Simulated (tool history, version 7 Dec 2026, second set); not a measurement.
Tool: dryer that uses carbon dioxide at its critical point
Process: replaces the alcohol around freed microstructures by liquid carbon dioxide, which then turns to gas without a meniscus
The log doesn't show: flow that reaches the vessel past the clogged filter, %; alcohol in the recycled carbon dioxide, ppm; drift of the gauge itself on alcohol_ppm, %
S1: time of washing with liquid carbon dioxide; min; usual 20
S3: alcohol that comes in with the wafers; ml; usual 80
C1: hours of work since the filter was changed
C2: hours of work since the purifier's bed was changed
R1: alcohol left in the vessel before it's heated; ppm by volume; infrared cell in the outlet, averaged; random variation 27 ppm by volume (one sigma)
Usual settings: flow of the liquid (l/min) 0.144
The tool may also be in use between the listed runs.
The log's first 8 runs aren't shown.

{"run": 9, "hour": 149.3, "S1": 20, "flow of the liquid (l/min)": 0.144, "S3": 80, "C1": 133, "C2": 174, "R1": 2048}
{"run": 10, "hour": 166.7, "S1": 17, "flow of the liquid (l/min)": 0.144, "S3": 80, "C1": 139, "C2": 180, "R1": 4030}
{"run": 11, "hour": 184.9, "S1": 17, "flow of the liquid (l/min)": 0.144, "S3": 80, "C1": 146, "C2": 187, "R1": 3893}
{"run": 12, "hour": 198.5, "S1": 20, "flow of the liquid (l/min)": 0.144, "S3": 80, "C1": 151, "C2": 192, "R1": 2067}
{"run": 13, "hour": 209.7, "S1": 20, "flow of the liquid (l/min)": 0.144, "S3": 80, "C1": 155, "C2": 196, "R1": 2114}
{"run": 14, "hour": 223.2, "S1": 20, "flow of the liquid (l/min)": 0.144, "S3": 80, "C1": 160, "C2": 201, "R1": 2104}
{"run": 15, "hour": 241.6, "S1": 20, "flow of the liquid (l/min)": 0.144, "S3": 80, "C1": 167, "C2": 208, "R1": 2153}
{"run": 16, "hour": 264.9, "S1": 20, "flow of the liquid (l/min)": 0.103, "S3": 80, "C1": 176, "C2": 217, "R1": 6860}
{"run": 17, "hour": 287.3, "S1": 20, "flow of the liquid (l/min)": 0.144, "S3": 56, "C1": 184, "C2": 225, "R1": 1554}
{"run": 18, "hour": 302.4, "S1": 20, "flow of the liquid (l/min)": 0.144, "S3": 34, "C1": 190, "C2": 231, "R1": 960}
{"run": 19, "hour": 316.5, "S1": 20, "flow of the liquid (l/min)": 0.186, "S3": 80, "C1": 195, "C2": 236, "R1": 710}
{"run": 20, "hour": 336.0, "S1": 20, "flow of the liquid (l/min)": 0.165, "S3": 80, "C1": 203, "C2": 244, "R1": 1244}
{"run": 21, "hour": 353.0, "S1": 25, "flow of the liquid (l/min)": 0.104, "S3": 20, "C1": 209, "C2": 250, "R1": 827}
{"run": 22, "hour": 372.4, "S1": 25, "flow of the liquid (l/min)": 0.14, "S3": 24, "C1": 216, "C2": 257, "R1": 319}
{"run": 23, "hour": 386.0, "S1": 20, "flow of the liquid (l/min)": 0.119, "S3": 80, "C1": 221, "C2": 262, "R1": 4511}
{"run": 24, "hour": 405.4, "S1": 20, "flow of the liquid (l/min)": 0.119, "S3": 80, "C1": 229, "C2": 270, "R1": 4660}
{"run": 25, "hour": 423.1, "S1": 31, "flow of the liquid (l/min)": 0.141, "S3": 20, "C1": 235, "C2": 276, "R1": 120}
{"run": 26, "hour": 439.6, "S1": 26, "flow of the liquid (l/min)": 0.229, "S3": 114, "C1": 241, "C2": 282, "R1": 101}
{"run": 27, "hour": 458.6, "S1": 16, "flow of the liquid (l/min)": 0.229, "S3": 114, "C1": 248, "C2": 290, "R1": 1230}
{"run": 28, "hour": 470.2, "S1": 16, "flow of the liquid (l/min)": 0.229, "S3": 100, "C1": 253, "C2": 294, "R1": 1108}
{"run": 29, "hour": 480.4, "S1": 20, "flow of the liquid (l/min)": 0.19, "S3": 80, "C1": 257, "C2": 298, "R1": 691}
{"run": 30, "hour": 497.0, "S1": 20, "flow of the liquid (l/min)": 0.112, "S3": 23, "C1": 263, "C2": 304, "R1": 1691}
{"run": 31, "hour": 512.4, "S1": 23, "flow of the liquid (l/min)": 0.198, "S3": 80, "C1": 269, "C2": 310, "R1": 286}

Forecast run 32:
{"run": 32, "hour": 531.1, "S1": 20, "flow of the liquid (l/min)": 0.128, "S3": 80, "C1": 276, "C2": 317, "R1": "?"}

{"run 32": {"R1": 3762}}
Without the tool's hidden state the same run would have given R1 2876 ppm by volume.
